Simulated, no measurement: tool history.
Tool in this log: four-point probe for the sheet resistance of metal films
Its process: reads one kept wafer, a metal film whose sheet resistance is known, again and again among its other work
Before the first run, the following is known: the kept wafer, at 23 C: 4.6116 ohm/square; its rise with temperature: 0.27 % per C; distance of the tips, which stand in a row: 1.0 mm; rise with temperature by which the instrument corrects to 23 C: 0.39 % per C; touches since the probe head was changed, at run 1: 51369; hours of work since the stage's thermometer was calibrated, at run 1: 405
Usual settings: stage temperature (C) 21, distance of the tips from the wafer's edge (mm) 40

run	hour	stage temperature (C)	distance of the tips from the wafer's edge (mm)	touches since the probe head was changed	hours of work since the stage's thermometer was calibrated	sheet resistance as the instrument gives it (ohm/square)
1	0	21	40	51369	405	4.601997
2	16.6	21	40	51981	416	4.600655
3	40.3	21	40	52853	432	4.600436
4	58.7	21	40	53532	445	4.598272
5	71.8	21	40	54014	453	4.599954
6	92.2	30	40	54765	467	4.552227
7	110.5	30	40	55439	479	4.553227
8	133.2	30	40	56278	494	4.55143
9	159	30	40	57228	512	4.549436
10	172.3	21	7	57715	521	4.64392
11	195.5	28	64	58571	536	4.559496
12	213	27	6	59217	548	4.630059
13	228.6	24	3	59790	558	4.834563
14	253.2	20	4	60697	575	4.749028
15	274.4	20	4	61479	589	4.749302
16	289.1	21	33	62020	599	4.5965
17	301.3	21	33	62469	607	4.595273
18	324.1	23	24	63309	622	4.586302
19	346.5	24	24	64133	637	4.579744
20	363.2	21	5	64748	648	4.688076

Forecast each of these 3 alternatives for the next run:
A	388	21	3	65664	665	?
B	388	27	45	65664	665	?
C	388	32	3	65664	665	?

run	sheet resistance as the instrument gives it (ohm/square)
A	4.84898
B	4.560797
C	4.786402
With the hidden condition removed and each run's random variation left untouched, the same runs would have given:
run	sheet resistance as the instrument gives it (ohm/square)
A	4.881971
B	4.591923
C	4.818897

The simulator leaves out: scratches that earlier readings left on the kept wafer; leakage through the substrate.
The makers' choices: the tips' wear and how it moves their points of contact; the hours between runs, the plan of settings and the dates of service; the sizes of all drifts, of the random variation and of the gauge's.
